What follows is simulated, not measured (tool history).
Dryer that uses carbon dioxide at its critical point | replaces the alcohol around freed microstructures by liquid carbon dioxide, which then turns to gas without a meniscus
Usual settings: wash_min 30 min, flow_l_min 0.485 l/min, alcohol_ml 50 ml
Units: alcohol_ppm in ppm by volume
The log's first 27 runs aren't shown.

run	hour	wash_min	flow_l_min	alcohol_ml	alcohol_ppm
28	180.6	45	0.626	25	61
29	185.1	32	0.485	50	148
30	192	32	0.485	50	151
31	196.7	21	0.797	31	103
32	200.5	26	0.358	78	1341
33	205.6	37	0.416	40	127
34	210.1	26	0.416	31	375
35	216.7	30	0.313	50	887
36	223.4	34	0.379	89	468
37	227.6	34	0.379	37	222
38	235.3	20	0.655	58	331
39	242.9	20	0.655	58	326
40	248.4	20	0.655	58	334
41	252.1	20	0.655	58	324
42	259.1	21	0.543	21	247

Forecast run 43:
43	263.8	30	0.562	103	?

{"run 43": {"alcohol_ppm": 190}}
Without the tool's hidden state the same run would have given alcohol_ppm 101 ppm by volume.

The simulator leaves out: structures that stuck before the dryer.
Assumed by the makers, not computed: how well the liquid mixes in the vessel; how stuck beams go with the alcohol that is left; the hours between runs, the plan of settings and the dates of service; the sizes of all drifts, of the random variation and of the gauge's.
